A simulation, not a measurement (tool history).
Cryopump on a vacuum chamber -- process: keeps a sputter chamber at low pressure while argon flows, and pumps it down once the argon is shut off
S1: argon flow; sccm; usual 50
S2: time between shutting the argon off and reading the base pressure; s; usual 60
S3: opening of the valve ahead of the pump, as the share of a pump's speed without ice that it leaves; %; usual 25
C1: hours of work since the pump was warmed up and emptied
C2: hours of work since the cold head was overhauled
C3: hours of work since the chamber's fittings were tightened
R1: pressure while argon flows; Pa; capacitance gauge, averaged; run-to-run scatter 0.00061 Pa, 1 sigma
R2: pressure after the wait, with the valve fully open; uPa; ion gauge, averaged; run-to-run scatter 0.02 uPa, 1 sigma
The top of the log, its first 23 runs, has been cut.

run	day	S1	S2	S3	C1	C2	C3	R1	R2
24	10.596	97	83	36	119	651	1103	0.1936	0.64
25	11.146	89	60	25	130	662	1114	0.2539	0.74
26	11.533	20	76	24	137	670	1121	0.0599	0.64
27	12.033	75	70	53	147	680	1131	0.1023	0.67
28	12.375	39	57	54	154	686	1138	0.0522	0.79
29	13.029	70	57	54	167	699	1151	0.0943	0.76
30	13.471	38	60	27	175	708	1159	0.1000	0.77
31	14.071	33	60	24	187	720	1171	0.0988	0.74
32	14.350	50	152	25	193	725	1177	0.1440	0.44
33	14.904	28	74	15	203	736	1188	0.1326	0.66
34	15.542	51	143	25	216	749	1200	0.1454	0.49

Alternative continuations, all from the tool just after run 34; predict every row:
A	16.050	28	122	18	226	759	1210	?	?
B	16.050	30	27	56	226	759	1210	?	?
C	16.050	45	158	25	226	759	1210	?	?
D	16.050	49	47	30	226	759	1210	?	?

run	R1	R2
A	0.1106	0.49
B	0.0389	1.31
C	0.1293	0.46
D	0.1172	0.89
Stripped of hidden state, with their random variation kept, the same runs would have yielded:
run	R1	R2
A	0.1091	0.33
B	0.0372	1.15
C	0.1269	0.30
D	0.1145	0.73
